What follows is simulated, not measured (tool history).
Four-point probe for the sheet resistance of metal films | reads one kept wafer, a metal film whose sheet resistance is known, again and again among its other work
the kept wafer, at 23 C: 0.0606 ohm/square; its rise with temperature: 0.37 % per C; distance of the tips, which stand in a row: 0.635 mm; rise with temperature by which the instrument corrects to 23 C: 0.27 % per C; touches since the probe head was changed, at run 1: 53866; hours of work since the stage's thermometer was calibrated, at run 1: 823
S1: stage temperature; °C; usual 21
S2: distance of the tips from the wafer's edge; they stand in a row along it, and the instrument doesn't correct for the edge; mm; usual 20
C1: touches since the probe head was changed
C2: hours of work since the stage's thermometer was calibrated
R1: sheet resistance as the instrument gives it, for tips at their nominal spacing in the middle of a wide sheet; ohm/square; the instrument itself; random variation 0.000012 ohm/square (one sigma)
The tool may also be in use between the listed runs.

Run 1, hour 0: usual settings; C1 53866; C2 823. Result: R1 0.060547 ohm/square.
Run 2, hour 27.5: usual settings; C1 55173; C2 843. Result: R1 0.060569 ohm/square.
Run 3, hour 49.2: usual settings; C1 56202; C2 859. Result: R1 0.060576 ohm/square.
Run 4, hour 99.2: usual settings; C1 58577; C2 895. Result: R1 0.060632 ohm/square.
Run 5, hour 145.5: usual settings; C1 60779; C2 929. Result: R1 0.060593 ohm/square.
Run 6, hour 181.2: usual settings; C1 62474; C2 955. Result: R1 0.060618 ohm/square.
Run 7, hour 234.3: usual settings; C1 64994; C2 993. Result: R1 0.060649 ohm/square.
Run 8, hour 284.5: usual settings; C1 67381; C2 1030. Result: R1 0.060631 ohm/square.
Run 9, hour 314.3: usual settings; C1 68792; C2 1051. Result: R1 0.06064 ohm/square.
Run 10, hour 355.8: usual settings; C1 70767; C2 1081. Result: R1 0.060625 ohm/square.
Run 11, hour 395.5: usual settings; C1 72651; C2 1110. Result: R1 0.06068 ohm/square.
Run 12, hour 448.6: usual settings; C1 75171; C2 1149. Result: R1 0.060688 ohm/square.
Run 13, hour 470.8: usual settings but S2 6 mm; C1 76226; C2 1165. Result: R1 0.061012 ohm/square.
Run 14, hour 511: usual settings but S2 6 mm; C1 78137; C2 1194. Result: R1 0.061033 ohm/square.
Run 15, hour 536: usual settings but S1 27 °C, S2 18 mm; C1 79326; C2 1212. Result: R1 0.061086 ohm/square.

The next listed run, before its measurement:
Run 16, hour 571.7: usual settings but S1 27 °C, S2 18 mm; C1 81021; C2 1238. Result: R1 ?.

R1: 0.061063 ohm/square
Without the tool's hidden state the same run would have given R1 0.060857 ohm/square.
